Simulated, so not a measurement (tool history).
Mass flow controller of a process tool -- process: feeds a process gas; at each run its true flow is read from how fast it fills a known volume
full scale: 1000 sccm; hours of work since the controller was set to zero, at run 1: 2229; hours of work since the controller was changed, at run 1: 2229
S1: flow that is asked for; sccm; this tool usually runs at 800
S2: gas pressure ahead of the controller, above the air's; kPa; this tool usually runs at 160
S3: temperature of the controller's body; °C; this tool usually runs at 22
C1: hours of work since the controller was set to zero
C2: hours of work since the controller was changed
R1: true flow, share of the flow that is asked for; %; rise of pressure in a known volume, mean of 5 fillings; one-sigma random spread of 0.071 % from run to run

run 1 hour=0 | S1=800 S2=160 S3=22 | C1=2229 C2=2229 | R1=101.54
run 2 hour=304.1 | S1=800 S2=144 S3=22 | C1=2449 C2=2449 | R1=101.64
run 3 hour=586.9 | S1=800 S2=144 S3=22 | C1=2653 C2=2653 | R1=101.85
run 4 hour=1061 | S1=800 S2=160 S3=22 | C1=2995 C2=2995 | R1=102.06
run 5 hour=1541.6 | S1=800 S2=160 S3=22 | C1=3342 C2=3342 | R1=102.35
run 6 hour=1783.7 | S1=800 S2=160 S3=22 | C1=3516 C2=3516 | R1=102.48
run 7 hour=2239.9 | S1=800 S2=160 S3=22 | C1=3845 C2=3845 | R1=102.81
run 8 hour=2769.5 | S1=800 S2=160 S3=22 | C1=4227 C2=4227 | R1=102.93
run 9 hour=3228.2 | S1=800 S2=160 S3=22 | C1=4558 C2=4558 | R1=103.23
-- hour=3417.8 controller's zero set anew
run 10 hour=3661.3 | S1=800 S2=160 S3=22 | C1=176 C2=4870 | R1=102.17
run 11 hour=3955.4 | S1=800 S2=160 S3=39 | C1=388 C2=5082 | R1=101.88
run 12 hour=4448.2 | S1=800 S2=160 S3=22 | C1=743 C2=5438 | R1=102.55
run 13 hour=4923.6 | S1=800 S2=160 S3=22 | C1=1086 C2=5781 | R1=102.77
run 14 hour=5327.5 | S1=800 S2=160 S3=22 | C1=1378 C2=6072 | R1=103.13
run 15 hour=5562.7 | S1=800 S2=276 S3=22 | C1=1547 C2=6242 | R1=102.49
run 16 hour=5891.5 | S1=800 S2=270 S3=22 | C1=1784 C2=6479 | R1=102.7
run 17 hour=6281.5 | S1=800 S2=270 S3=22 | C1=2066 C2=6760 | R1=102.95
run 18 hour=6685 | S1=800 S2=160 S3=22 | C1=2357 C2=7051 | R1=103.85
run 19 hour=6948.8 | S1=800 S2=225 S3=22 | C1=2547 C2=7242 | R1=103.54
run 20 hour=7213.4 | S1=800 S2=160 S3=22 | C1=2738 C2=7433 | R1=104.12
run 21 hour=7636.3 | S1=800 S2=160 S3=23 | C1=3043 C2=7738 | R1=104.33
-- hour=7718.2 controller exchanged for a calibrated one
run 22 hour=8069.4 | S1=800 S2=160 S3=23 | C1=253 C2=253 | R1=99.6
run 23 hour=8348.6 | S1=157 S2=160 S3=33 | C1=455 C2=455 | R1=98.07
run 24 hour=8691.1 | S1=800 S2=188 S3=31 | C1=702 C2=702 | R1=99.41
run 25 hour=8977.5 | S1=800 S2=197 S3=30 | C1=908 C2=908 | R1=99.68
run 26 hour=9329.7 | S1=116 S2=259 S3=22 | C1=1162 C2=1162 | R1=99.84
run 27 hour=9801.7 | S1=800 S2=160 S3=34 | C1=1503 C2=1503 | R1=100.31
run 28 hour=10204 | S1=186 S2=245 S3=29 | C1=1793 C2=1793 | R1=99.89
run 29 hour=10582 | S1=800 S2=251 S3=22 | C1=2066 C2=2066 | R1=100.5
run 30 hour=10979.9 | S1=800 S2=251 S3=22 | C1=2353 C2=2353 | R1=100.75
run 31 hour=11483.8 | S1=111 S2=159 S3=22 | C1=2716 C2=2716 | R1=104.48
run 32 hour=12014.5 | S1=111 S2=159 S3=22 | C1=3099 C2=3099 | R1=105.55
run 33 hour=12397.2 | S1=111 S2=159 S3=22 | C1=3375 C2=3375 | R1=106.19
run 34 hour=12894.8 | S1=485 S2=201 S3=22 | C1=3734 C2=3734 | R1=101.72
run 35 hour=13457.8 | S1=485 S2=201 S3=39 | C1=4140 C2=4140 | R1=101.67
run 36 hour=13881.6 | S1=485 S2=201 S3=39 | C1=4446 C2=4446 | R1=101.74
-- hour=14228.4 controller's zero set anew
run 37 hour=14417.3 | S1=177 S2=190 S3=26 | C1=136 C2=4832 | R1=99.79
run 38 hour=14837.9 | S1=177 S2=190 S3=26 | C1=440 C2=5136 | R1=100.15
run 39 hour=15376.1 | S1=177 S2=190 S3=26 | C1=828 C2=5524 | R1=101.04
run 40 hour=15616.1 | S1=177 S2=190 S3=26 | C1=1001 C2=5697 | R1=101.37
run 41 hour=16132.3 | S1=184 S2=178 S3=35 | C1=1373 C2=6069 | R1=101.76
run 42 hour=16512.4 | S1=184 S2=178 S3=35 | C1=1648 C2=6344 | R1=102.15

Predict each of these 3 candidate next runs independently; none follows another, all start after run 42:
run A hour=16833.9 | S1=184 S2=143 S3=29 | C1=1880 C2=6575 | R1=?
run B hour=16833.9 | S1=800 S2=253 S3=32 | C1=1880 C2=6575 | R1=?
run C hour=16833.9 | S1=137 S2=178 S3=34 | C1=1880 C2=6575 | R1=?

run=A R1=103
run=B R1=102.22
run=C R1=103.3
With no hidden state in the tool, these same runs would have given:
run=A R1=97.56
run=B R1=98.82
run=C R1=96.95
